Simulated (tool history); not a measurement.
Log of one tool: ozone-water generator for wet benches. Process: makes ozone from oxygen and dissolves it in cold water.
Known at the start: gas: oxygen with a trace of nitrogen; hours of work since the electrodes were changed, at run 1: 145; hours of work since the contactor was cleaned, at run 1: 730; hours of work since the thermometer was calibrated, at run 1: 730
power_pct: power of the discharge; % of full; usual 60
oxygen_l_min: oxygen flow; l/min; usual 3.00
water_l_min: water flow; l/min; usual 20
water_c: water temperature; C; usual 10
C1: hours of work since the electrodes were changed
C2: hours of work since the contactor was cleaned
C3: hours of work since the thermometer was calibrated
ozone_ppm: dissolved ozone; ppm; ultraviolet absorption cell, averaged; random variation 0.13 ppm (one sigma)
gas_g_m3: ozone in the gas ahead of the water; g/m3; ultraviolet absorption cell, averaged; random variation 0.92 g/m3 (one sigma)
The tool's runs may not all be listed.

Run 1, hour 0.0: usual settings; C1 145; C2 730; C3 730. Result: ozone_ppm 13.8 ppm, gas_g_m3 156.9 g/m3.
Run 2, hour 134.2: usual settings; C1 248; C2 833; C3 833. Result: ozone_ppm 13.6 ppm, gas_g_m3 154.6 g/m3.
Run 3, hour 250.4: usual settings; C1 338; C2 923; C3 923. Result: ozone_ppm 13.3 ppm, gas_g_m3 154.3 g/m3.
Run 4, hour 328.4: usual settings; C1 398; C2 983; C3 983. Result: ozone_ppm 13.6 ppm, gas_g_m3 155.2 g/m3.
Run 5, hour 471.5: usual settings but power_pct 72 % of full; C1 509; C2 1094; C3 1094. Result: ozone_ppm 15.9 ppm, gas_g_m3 183.5 g/m3.
Run 6, hour 574.3: usual settings but power_pct 72 % of full; C1 588; C2 1173; C3 1173. Result: ozone_ppm 16.3 ppm, gas_g_m3 184.3 g/m3.
Run 7, hour 712.0: usual settings but power_pct 72 % of full; C1 694; C2 1279; C3 1279. Result: ozone_ppm 16.2 ppm, gas_g_m3 182.9 g/m3.
Run 8, hour 774.5: usual settings but power_pct 72 % of full; C1 742; C2 1327; C3 1327. Result: ozone_ppm 15.9 ppm, gas_g_m3 181.7 g/m3.
Run 9, hour 837.8: usual settings but power_pct 72 % of full; C1 791; C2 1376; C3 1376. Result: ozone_ppm 16.1 ppm, gas_g_m3 181.4 g/m3.
Run 10, hour 940.2: usual settings but power_pct 72 % of full; C1 870; C2 1455; C3 1455. Result: ozone_ppm 15.8 ppm, gas_g_m3 181.7 g/m3.
Run 11, hour 1067.0: usual settings but power_pct 72 % of full; C1 968; C2 1553; C3 1553. Result: ozone_ppm 16.0 ppm, gas_g_m3 181.6 g/m3.
Run 12, hour 1157.5: usual settings; C1 1038; C2 1623; C3 1623. Result: ozone_ppm 13.2 ppm, gas_g_m3 153.4 g/m3.
Run 13, hour 1271.9: usual settings; C1 1126; C2 1711; C3 1711. Result: ozone_ppm 13.4 ppm, gas_g_m3 154.0 g/m3.
At hour 1279.2: water thermometer calibrated.
Run 14, hour 1380.6: usual settings; C1 1209; C2 1794; C3 78. Result: ozone_ppm 13.6 ppm, gas_g_m3 151.0 g/m3.
At hour 1484.9: water thermometer calibrated, once more.
Run 15, hour 1496.8: usual settings but water_l_min 17 l/min, water_c 11 C; C1 1299; C2 1883; C3 9. Result: ozone_ppm 15.1 ppm, gas_g_m3 154.5 g/m3.
Run 16, hour 1572.2: usual settings but power_pct 80 % of full, water_l_min 18 l/min; C1 1357; C2 1942; C3 67. Result: ozone_ppm 18.8 ppm, gas_g_m3 198.3 g/m3.
Run 17, hour 1709.1: usual settings but power_pct 80 % of full, oxygen_l_min 2.73 l/min, water_l_min 17 l/min, water_c 7 C; C1 1462; C2 2047; C3 173. Result: ozone_ppm 19.9 ppm, gas_g_m3 205.3 g/m3.
Run 18, hour 1840.5: usual settings but power_pct 80 % of full, oxygen_l_min 2.73 l/min, water_l_min 17 l/min, water_c 7 C; C1 1564; C2 2148; C3 274. Result: ozone_ppm 20.0 ppm, gas_g_m3 205.4 g/m3.
Run 19, hour 1966.2: usual settings but power_pct 80 % of full, oxygen_l_min 2.73 l/min, water_l_min 17 l/min, water_c 7 C; C1 1661; C2 2245; C3 371. Result: ozone_ppm 19.8 ppm, gas_g_m3 201.6 g/m3.
Run 20, hour 2076.9: usual settings but power_pct 43 % of full, oxygen_l_min 2.73 l/min, water_l_min 17 l/min, water_c 17 C; C1 1746; C2 2331; C3 457. Result: ozone_ppm 10.1 ppm, gas_g_m3 114.2 g/m3.
Run 21, hour 2138.9: usual settings but power_pct 43 % of full, oxygen_l_min 2.73 l/min, water_l_min 17 l/min, water_c 17 C; C1 1794; C2 2379; C3 504. Result: ozone_ppm 10.0 ppm, gas_g_m3 114.3 g/m3.
Run 22, hour 2275.7: usual settings but power_pct 43 % of full, oxygen_l_min 2.73 l/min, water_l_min 17 l/min, water_c 17 C; C1 1899; C2 2484; C3 610. Result: ozone_ppm 10.3 ppm, gas_g_m3 114.6 g/m3.
Run 23, hour 2390.6: usual settings but power_pct 89 % of full, oxygen_l_min 3.24 l/min, water_l_min 13 l/min, water_c 7 C; C1 1988; C2 2573; C3 698. Result: ozone_ppm 29.2 ppm, gas_g_m3 208.8 g/m3.

The next listed run, before its measurement:
Run 24, hour 2490.1: usual settings but oxygen_l_min 2.18 l/min; C1 2065; C2 2649; C3 775. Result: ozone_ppm ?, gas_g_m3 ?.

ozone_ppm: 11.3 ppm
gas_g_m3: 166.0 g/m3
Without the tool's hidden state the same run would have given ozone_ppm 11.9 ppm, gas_g_m3 171.8 g/m3.
